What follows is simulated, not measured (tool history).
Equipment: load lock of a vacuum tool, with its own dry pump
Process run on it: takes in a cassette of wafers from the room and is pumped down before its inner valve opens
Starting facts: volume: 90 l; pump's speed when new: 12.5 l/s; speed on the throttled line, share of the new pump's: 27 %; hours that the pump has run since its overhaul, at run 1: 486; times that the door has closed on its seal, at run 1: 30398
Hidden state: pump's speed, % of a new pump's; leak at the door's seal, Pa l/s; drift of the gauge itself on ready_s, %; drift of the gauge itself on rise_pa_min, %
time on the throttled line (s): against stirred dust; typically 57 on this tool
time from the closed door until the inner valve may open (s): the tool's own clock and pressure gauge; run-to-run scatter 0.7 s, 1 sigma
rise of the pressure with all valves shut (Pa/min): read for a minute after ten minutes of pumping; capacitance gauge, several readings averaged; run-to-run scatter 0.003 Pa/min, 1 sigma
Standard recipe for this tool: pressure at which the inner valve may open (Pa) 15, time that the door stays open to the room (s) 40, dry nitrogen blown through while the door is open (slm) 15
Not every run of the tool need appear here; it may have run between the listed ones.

run	hour	time on the throttled line (s)	pressure at which the inner valve may open (Pa)	time that the door stays open to the room (s)	dry nitrogen blown through while the door is open (slm)	hours that the pump has run since its overhaul	times that the door has closed on its seal	incoming humidity of the room's air, %	time from the closed door until the inner valve may open (s)	rise of the pressure with all valves shut (Pa/min)
1	0.0	57	15	40	15	486	30398	45.5	104.9	0.206
2	65.7	57	13	40	15	551	30605	43.6	107.2	0.205
3	138.5	57	13	40	15	624	30835	43.2	106.4	0.201
4	234.0	57	24	40	15	720	31137	44.0	102.8	0.212
5	304.3	70	15	40	15	790	31359	45.3	115.9	0.215
6	386.2	70	15	40	15	872	31617	47.4	116.9	0.215
7	494.6	70	15	40	15	980	31959	43.2	115.5	0.214
8	548.5	49	15	40	15	1034	32129	42.3	99.7	0.218
9	620.8	49	15	40	15	1106	32358	42.2	99.7	0.217
10	677.9	49	15	40	15	1164	32538	43.3	101.4	0.220
11	745.2	57	15	40	15	1231	32750	43.7	106.3	0.223
12	863.5	57	15	40	15	1349	33124	43.8	107.4	0.232
13	971.2	57	15	40	15	1457	33464	41.8	106.9	0.225
14	1034.6	31	15	40	15	1520	33664	46.2	87.8	0.230
15	1089.6	31	15	40	15	1575	33838	42.7	86.5	0.228
16	1166.2	31	15	40	15	1652	34080	44.0	86.8	0.236
17	1250.4	31	15	40	15	1736	34345	42.6	87.9	0.234
18	1361.5	31	15	40	15	1847	34696	46.9	87.2	0.242
19	1445.0	31	15	40	15	1931	34960	47.9	88.1	0.247
20	1566.2	43	15	116	32	2052	35343	47.5	94.4	0.271
21	1643.4	43	15	116	32	2129	35586	43.2	95.8	0.266
22	1757.1	43	15	116	32	2243	35945	44.7	97.2	0.271
23	1862.8	43	15	116	9	2348	36279	44.3	96.5	0.297
24	1977.7	35	11	116	27	2463	36641	45.0	92.2	0.284
25	2035.5	35	11	116	27	2521	36824	43.3	92.5	0.282
26	2120.6	35	11	116	27	2606	37093	42.6	94.3	0.283
27	2184.1	45	26	84	8	2670	37293	44.3	93.9	0.292
28	2262.3	45	26	84	8	2748	37540	45.1	93.8	0.303
29	2350.8	99	14	74	5	2836	37819	45.5	139.4	0.306
30	2407.7	53	15	40	9	2893	37999	44.4	104.4	0.279
31	2505.4	57	15	38	8	2991	38308	44.2	108.2	0.275
32	2578.5	57	15	38	8	3064	38538	45.3	107.4	0.280
33	2650.9	42	16	194	18	3137	38767	45.0	96.9	0.336
34	2730.8	57	15	47	8	3216	39019	46.6	107.6	0.286
35	2807.4	57	15	77	20	3293	39261	45.5	106.6	0.301
36	2893.1	57	15	77	20	3379	39531	45.6	108.3	0.294
37	2961.3	57	21	40	15	3447	39747	45.4	104.6	0.286

Branching from run 37: 3 alternative next runs. What would each branch give?
A	3025.5	57	22	54	7	3511	39950	47.3	?	?
B	3025.5	57	21	109	28	3511	39950	43.4	?	?
C	3025.5	57	21	93	15	3511	39950	49.4	?	?

run	time from the closed door until the inner valve may open (s)	rise of the pressure with all valves shut (Pa/min)
A	104.9	0.305
B	103.9	0.302
C	105.2	0.320
Had the tool no hidden state, the same runs would have come out as:
run	time from the closed door until the inner valve may open (s)	rise of the pressure with all valves shut (Pa/min)
A	102.7	0.047
B	101.7	0.047
C	103.0	0.066
